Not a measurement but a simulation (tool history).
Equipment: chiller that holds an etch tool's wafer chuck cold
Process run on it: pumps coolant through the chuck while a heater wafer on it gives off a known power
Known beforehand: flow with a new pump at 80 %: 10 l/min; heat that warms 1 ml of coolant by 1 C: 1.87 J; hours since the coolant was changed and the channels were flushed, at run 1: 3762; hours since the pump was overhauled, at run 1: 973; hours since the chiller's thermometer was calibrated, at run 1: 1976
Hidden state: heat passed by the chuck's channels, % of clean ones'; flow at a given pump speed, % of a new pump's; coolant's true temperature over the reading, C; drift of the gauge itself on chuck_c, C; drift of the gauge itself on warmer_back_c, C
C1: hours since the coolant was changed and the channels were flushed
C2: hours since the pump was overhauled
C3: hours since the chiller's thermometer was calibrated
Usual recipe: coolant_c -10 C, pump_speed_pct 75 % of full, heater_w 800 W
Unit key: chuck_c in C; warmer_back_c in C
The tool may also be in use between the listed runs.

Run 1, hour 0: usual settings; C1 3762; C2 973; C3 1976. Result: chuck_c -0.9 C, warmer_back_c 2.76 C.
Run 2, hour 73.8: usual settings; C1 3836; C2 1047; C3 2050. Result: chuck_c -1 C, warmer_back_c 2.71 C.
Run 3, hour 113.1: usual settings; C1 3875; C2 1086; C3 2089. Result: chuck_c -0.9 C, warmer_back_c 2.7 C.
Run 4, hour 156.8: usual settings but coolant_c -13 C; C1 3919; C2 1130; C3 2133. Result: chuck_c -3.9 C, warmer_back_c 2.73 C.
Run 5, hour 202.1: usual settings but coolant_c -13 C; C1 3964; C2 1175; C3 2178. Result: chuck_c -4 C, warmer_back_c 2.74 C.
Run 6, hour 276.4: usual settings but coolant_c -13 C, pump_speed_pct 89 % of full; C1 4038; C2 1249; C3 2252. Result: chuck_c -5.1 C, warmer_back_c 2.19 C.
Run 7, hour 315: usual settings but coolant_c -6 C, pump_speed_pct 89 % of full; C1 4077; C2 1288; C3 2291. Result: chuck_c 1.8 C, warmer_back_c 2.23 C.
Run 8, hour 357.4: usual settings; C1 4119; C2 1330; C3 2333. Result: chuck_c -0.8 C, warmer_back_c 2.67 C.
Run 9, hour 400.4: usual settings; C1 4162; C2 1373; C3 2376. Result: chuck_c -0.8 C, warmer_back_c 2.68 C.
Run 10, hour 454.9: usual settings but pump_speed_pct 66 % of full; C1 4217; C2 1428; C3 2431. Result: chuck_c 0.2 C, warmer_back_c 3.05 C.
At hour 468.9: chiller's thermometer calibrated.
Run 11, hour 505.2: usual settings but pump_speed_pct 66 % of full; C1 4266; C2 1477; C3 36. Result: chuck_c 0.2 C, warmer_back_c 3.01 C.
Run 12, hour 577.7: usual settings but pump_speed_pct 66 % of full; C1 4339; C2 1550; C3 109. Result: chuck_c 0.2 C, warmer_back_c 3 C.
Run 13, hour 639.1: usual settings but pump_speed_pct 66 % of full; C1 4400; C2 1611; C3 170. Result: chuck_c 0.3 C, warmer_back_c 3.02 C.
Run 14, hour 699.2: usual settings but pump_speed_pct 64 % of full, heater_w 1150 W; C1 4460; C2 1671; C3 230. Result: chuck_c 5.1 C, warmer_back_c 4.46 C.
Run 15, hour 748: usual settings but coolant_c -1 C, pump_speed_pct 83 % of full; C1 4509; C2 1720; C3 279. Result: chuck_c 7.3 C, warmer_back_c 2.33 C.
Run 16, hour 797.6: usual settings but heater_w 1002 W; C1 4559; C2 1769; C3 329. Result: chuck_c 1.5 C, warmer_back_c 3.22 C.
Run 17, hour 845.1: usual settings but coolant_c -5 C, pump_speed_pct 99 % of full, heater_w 769 W; C1 4606; C2 1817; C3 376. Result: chuck_c 1.8 C, warmer_back_c 1.83 C.
Run 18, hour 887.8: usual settings but coolant_c -16 C, pump_speed_pct 68 % of full, heater_w 626 W; C1 4649; C2 1860; C3 419. Result: chuck_c -8.2 C, warmer_back_c 2.17 C.
Run 19, hour 951.2: usual settings but coolant_c 0 C, pump_speed_pct 81 % of full; C1 4712; C2 1923; C3 482. Result: chuck_c 8.6 C, warmer_back_c 2.35 C.
Run 20, hour 999.9: usual settings but coolant_c -11 C, pump_speed_pct 81 % of full; C1 4761; C2 1972; C3 531. Result: chuck_c -2.5 C, warmer_back_c 2.31 C.
Run 21, hour 1049.1: usual settings but coolant_c -12 C, pump_speed_pct 85 % of full, heater_w 733 W; C1 4810; C2 2021; C3 580. Result: chuck_c -4.5 C, warmer_back_c 2.01 C.
Run 22, hour 1117.2: usual settings but pump_speed_pct 87 % of full; C1 4878; C2 2089; C3 648. Result: chuck_c -2.2 C, warmer_back_c 2.11 C.
Run 23, hour 1157.9: usual settings but pump_speed_pct 65 % of full, heater_w 475 W; C1 4919; C2 2130; C3 689. Result: chuck_c -3.9 C, warmer_back_c 1.64 C.
Run 24, hour 1200: usual settings but coolant_c -4 C, pump_speed_pct 71 % of full, heater_w 1134 W; C1 4961; C2 2172; C3 731. Result: chuck_c 9.5 C, warmer_back_c 3.83 C.

What does the tool deliver on the next run?
Run 25, hour 1240.2: usual settings but coolant_c -4 C, pump_speed_pct 71 % of full, heater_w 1134 W; C1 5001; C2 2212; C3 771. Result: chuck_c ?, warmer_back_c ?.

{"run 25": {"chuck_c": 9.6, "warmer_back_c": 3.89}}
With no hidden state in the tool, this same run would have given chuck_c 9.5 C, warmer_back_c 4.14 C.

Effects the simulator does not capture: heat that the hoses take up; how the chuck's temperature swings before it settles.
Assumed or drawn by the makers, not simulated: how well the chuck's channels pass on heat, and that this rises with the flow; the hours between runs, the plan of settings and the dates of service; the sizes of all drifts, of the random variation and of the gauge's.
